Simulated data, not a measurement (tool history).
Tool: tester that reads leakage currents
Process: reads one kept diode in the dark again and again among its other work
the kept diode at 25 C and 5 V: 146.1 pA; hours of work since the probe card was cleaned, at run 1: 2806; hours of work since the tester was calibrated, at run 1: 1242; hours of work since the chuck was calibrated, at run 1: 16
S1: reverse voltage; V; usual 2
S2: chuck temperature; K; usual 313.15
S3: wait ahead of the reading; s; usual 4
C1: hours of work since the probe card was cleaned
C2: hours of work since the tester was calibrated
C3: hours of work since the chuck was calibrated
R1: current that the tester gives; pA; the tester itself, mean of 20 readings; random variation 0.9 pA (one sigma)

run 1 hour=0 | S1=2 S2=313.15 S3=4 | C1=2806 C2=1242 C3=16 | R1=297.46
run 2 hour=51 | S1=5.77 S2=313.15 S3=4 | C1=2840 C2=1275 C3=50 | R1=561.08
run 3 hour=99.4 | S1=5.77 S2=313.15 S3=4 | C1=2872 C2=1307 C3=82 | R1=562.64
-- hour=154.3 probe card cleaned and baked
run 4 hour=180.4 | S1=5.77 S2=313.15 S3=4 | C1=17 C2=1359 C3=133 | R1=554.75
run 5 hour=271.4 | S1=5.77 S2=313.15 S3=4 | C1=77 C2=1419 C3=193 | R1=553.5
run 6 hour=326.3 | S1=4.43 S2=313.15 S3=4 | C1=114 C2=1455 C3=229 | R1=472.71
run 7 hour=403.7 | S1=4.43 S2=313.15 S3=4 | C1=165 C2=1506 C3=280 | R1=469.43
run 8 hour=476.7 | S1=4.43 S2=313.15 S3=4 | C1=213 C2=1554 C3=329 | R1=469.46
run 9 hour=551 | S1=4.43 S2=313.15 S3=4 | C1=262 C2=1603 C3=378 | R1=470.33
run 10 hour=602.6 | S1=4.43 S2=313.15 S3=4 | C1=296 C2=1638 C3=412 | R1=471.43
run 11 hour=696 | S1=2 S2=313.15 S3=4 | C1=358 C2=1699 C3=473 | R1=291.21
run 12 hour=737.3 | S1=2 S2=315.15 S3=4 | C1=385 C2=1726 C3=501 | R1=340.08
run 13 hour=780.9 | S1=2 S2=313.15 S3=4 | C1=414 C2=1755 C3=529 | R1=289.78
run 14 hour=830.9 | S1=2 S2=313.15 S3=4 | C1=447 C2=1788 C3=563 | R1=289.6
run 15 hour=911.3 | S1=2 S2=313.15 S3=4 | C1=500 C2=1841 C3=616 | R1=289.91
run 16 hour=969.9 | S1=2 S2=313.15 S3=4 | C1=538 C2=1880 C3=654 | R1=290.07
run 17 hour=1032.2 | S1=8.64 S2=313.15 S3=4 | C1=579 C2=1921 C3=695 | R1=695.81
run 18 hour=1074.1 | S1=8.64 S2=313.15 S3=4 | C1=607 C2=1949 C3=723 | R1=692.97
run 19 hour=1164.4 | S1=8.64 S2=313.15 S3=4 | C1=667 C2=2008 C3=783 | R1=690.04
run 20 hour=1251.4 | S1=8.64 S2=313.15 S3=4 | C1=724 C2=2066 C3=840 | R1=691.4
run 21 hour=1313.2 | S1=8.64 S2=313.15 S3=1.69 | C1=765 C2=2107 C3=881 | R1=694.12
run 22 hour=1393.2 | S1=2.99 S2=313.15 S3=0.97 | C1=818 C2=2159 C3=934 | R1=366.23
run 23 hour=1453.9 | S1=2.99 S2=313.15 S3=0.97 | C1=858 C2=2200 C3=974 | R1=364.91
run 24 hour=1507.9 | S1=2.99 S2=313.15 S3=0.97 | C1=894 C2=2235 C3=1009 | R1=366.14
run 25 hour=1601.8 | S1=2.99 S2=313.15 S3=0.97 | C1=955 C2=2297 C3=1071 | R1=365.08
run 26 hour=1682.6 | S1=7.84 S2=321.15 S3=4 | C1=1009 C2=2350 C3=1125 | R1=1208.99
run 27 hour=1780.4 | S1=7.99 S2=313.15 S3=0.93 | C1=1073 C2=2415 C3=1189 | R1=656.41
run 28 hour=1875.7 | S1=5.15 S2=313.15 S3=4 | C1=1136 C2=2478 C3=1252 | R1=500.88
run 29 hour=1960.2 | S1=5.15 S2=306.15 S3=4 | C1=1192 C2=2534 C3=1308 | R1=284.33
run 30 hour=2043.3 | S1=5.15 S2=306.15 S3=4 | C1=1247 C2=2589 C3=1363 | R1=283.68
run 31 hour=2127.1 | S1=1.12 S2=322.15 S3=4 | C1=1302 C2=2644 C3=1418 | R1=401.9
run 32 hour=2194.6 | S1=3.46 S2=313.15 S3=2.46 | C1=1347 C2=2688 C3=1463 | R1=390.19
run 33 hour=2270.4 | S1=3.63 S2=296.15 S3=2.46 | C1=1397 C2=2738 C3=1513 | R1=97.23
run 34 hour=2366.1 | S1=19.86 S2=299.15 S3=2.46 | C1=1460 C2=2802 C3=1576 | R1=357.79
run 35 hour=2442 | S1=2 S2=298.15 S3=5.1 | C1=1510 C2=2852 C3=1626 | R1=80.01
run 36 hour=2538.5 | S1=2 S2=298.15 S3=5.1 | C1=1574 C2=2915 C3=1690 | R1=79.9
run 37 hour=2592.6 | S1=5.36 S2=298.15 S3=0.83 | C1=1610 C2=2951 C3=1725 | R1=147.77
run 38 hour=2673.8 | S1=5.36 S2=298.15 S3=0.83 | C1=1663 C2=3005 C3=1779 | R1=147.5
run 39 hour=2729.2 | S1=5.36 S2=298.15 S3=0.83 | C1=1700 C2=3041 C3=1816 | R1=147.58
-- hour=2795.1 chuck's temperature calibrated
run 40 hour=2810.2 | S1=5.36 S2=298.15 S3=0.83 | C1=1752 C2=3094 C3=10 | R1=158.34
run 41 hour=2866.4 | S1=5.36 S2=298.15 S3=0.83 | C1=1789 C2=3131 C3=47 | R1=157.75

3 ways to go on from here, each from the tool as it stands after run 41. What would each give?
run A hour=2945.3 | S1=12.95 S2=298.15 S3=0.83 | C1=1841 C2=3183 C3=99 | R1=?
run B hour=2945.3 | S1=1.61 S2=296.15 S3=0.83 | C1=1841 C2=3183 C3=99 | R1=?
run C hour=2945.3 | S1=17.99 S2=312.15 S3=0.81 | C1=1841 C2=3183 C3=99 | R1=?

run=A R1=272.88
run=B R1=63.59
run=C R1=1042.16
Without the tool's hidden state the same runs would have given:
run=A R1=264.24
run=B R1=62.8
run=C R1=1033.85

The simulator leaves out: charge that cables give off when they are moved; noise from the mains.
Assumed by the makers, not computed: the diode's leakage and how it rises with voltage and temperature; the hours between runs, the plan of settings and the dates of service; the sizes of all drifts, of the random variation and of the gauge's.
